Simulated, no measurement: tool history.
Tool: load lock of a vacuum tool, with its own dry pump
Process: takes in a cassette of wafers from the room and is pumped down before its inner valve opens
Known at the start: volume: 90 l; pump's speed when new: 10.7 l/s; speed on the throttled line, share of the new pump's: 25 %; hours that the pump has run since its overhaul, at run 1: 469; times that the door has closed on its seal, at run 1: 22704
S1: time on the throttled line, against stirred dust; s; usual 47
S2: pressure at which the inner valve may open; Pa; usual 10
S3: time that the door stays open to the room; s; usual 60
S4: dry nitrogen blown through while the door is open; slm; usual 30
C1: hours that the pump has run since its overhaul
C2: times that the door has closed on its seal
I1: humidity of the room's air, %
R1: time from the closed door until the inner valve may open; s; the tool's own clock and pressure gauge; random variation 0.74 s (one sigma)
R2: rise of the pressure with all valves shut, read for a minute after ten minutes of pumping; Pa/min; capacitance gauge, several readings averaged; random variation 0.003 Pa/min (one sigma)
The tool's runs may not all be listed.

run,hour,S1,S2,S3,S4,C1,C2,I1,R1,R2
1,0,47,10,60,30,469,22704,44.5,112.6,0.032
2,220.9,47,10,60,30,690,23176,44.1,112.4,0.039
3,333,47,10,152,30,802,23416,41.5,113.6,0.048
4,541.8,47,10,152,30,1010,23863,46.8,113.8,0.056
5,698.9,47,10,60,9,1168,24198,43.4,113.3,0.047
6,883.6,47,10,60,9,1352,24593,43.3,113.8,0.051
7,1095.1,47,10,60,43,1564,25046,43.8,112.5,0.03
8,1231.3,47,10,68,30,1700,25337,44.6,112.9,0.042
9,1367.3,47,10,68,30,1836,25628,47.1,113.7,0.038
10,1482.7,47,10,68,42,1951,25875,45.4,113.2,0.037
11,1607.7,47,10,68,42,2076,26142,43.2,113.6,0.033
12,1804.3,47,10,68,42,2273,26563,43.6,112.7,0.037
13,2035.7,47,10,68,42,2504,27058,43.1,113.9,0.035
14,2281.1,47,10,68,42,2750,27583,41.7,112.7,0.032
15,2463.2,47,10,68,42,2932,27972,44.5,112.1,0.036
16,2704.2,47,10,68,42,3173,28487,44.1,113.5,0.034
17,2850.4,47,10,97,30,3319,28800,47.4,114.1,0.049
18,3097,47,10,97,30,3566,29328,45.9,113.5,0.051
19,3299,47,10,97,30,3768,29760,45.3,113.5,0.045
20,3543,47,10,97,30,4012,30281,47.9,113.8,0.048
21,3654.3,47,10,97,30,4123,30520,42,112.9,0.047
22,3850.2,47,10,97,30,4319,30938,43.9,114.2,0.048
23,3988.5,47,10,60,14,4457,31234,43.8,113.2,0.045
24,4107.2,47,10,123,30,4576,31488,43.2,112.9,0.05
25,4252.9,77,10,123,30,4722,31800,44.4,133.6,0.051
26,4414.4,30,18,167,9,4883,32145,50.1,95.2,0.092
27,4620.9,89,14,112,30,5090,32587,46.6,143.2,0.052
28,4882,89,10,90,12,5351,33145,46.8,145.1,0.061
29,5113,30,19,27,30,5582,33639,44.8,95.4,0.025
30,5352.2,46,15,102,32,5821,34151,45.2,109.5,0.049
31,5614.5,59,18,60,30,6083,34712,44.8,119,0.04
32,5828.9,92,8,60,40,6298,35170,45.5,149.3,0.03
33,5998.2,92,8,60,4,6467,35532,47.3,149,0.06
34,6198.5,92,8,60,4,6667,35961,43.7,147.6,0.062
35,6387.9,37,8,223,4,6857,36366,46.9,108.7,0.118
36,6647.2,37,8,223,4,7116,36921,46.7,107.9,0.107
37,6794,88,8,193,25,7263,37235,44.2,144.3,0.069

Forecast each of these 3 alternatives for the next run:
A,6913.3,47,10,147,20,7382,37490,44.5,?,?
B,6913.3,88,12,181,25,7382,37490,41.5,?,?
C,6913.3,89,8,193,10,7382,37490,43.1,?,?

run,R1,R2
A,113.9,0.063
B,141.9,0.066
C,146.8,0.085
Without the tool's hidden state the same runs would have given:
run,R1,R2
A,113.9,0.062
B,141.9,0.065
C,146.7,0.084
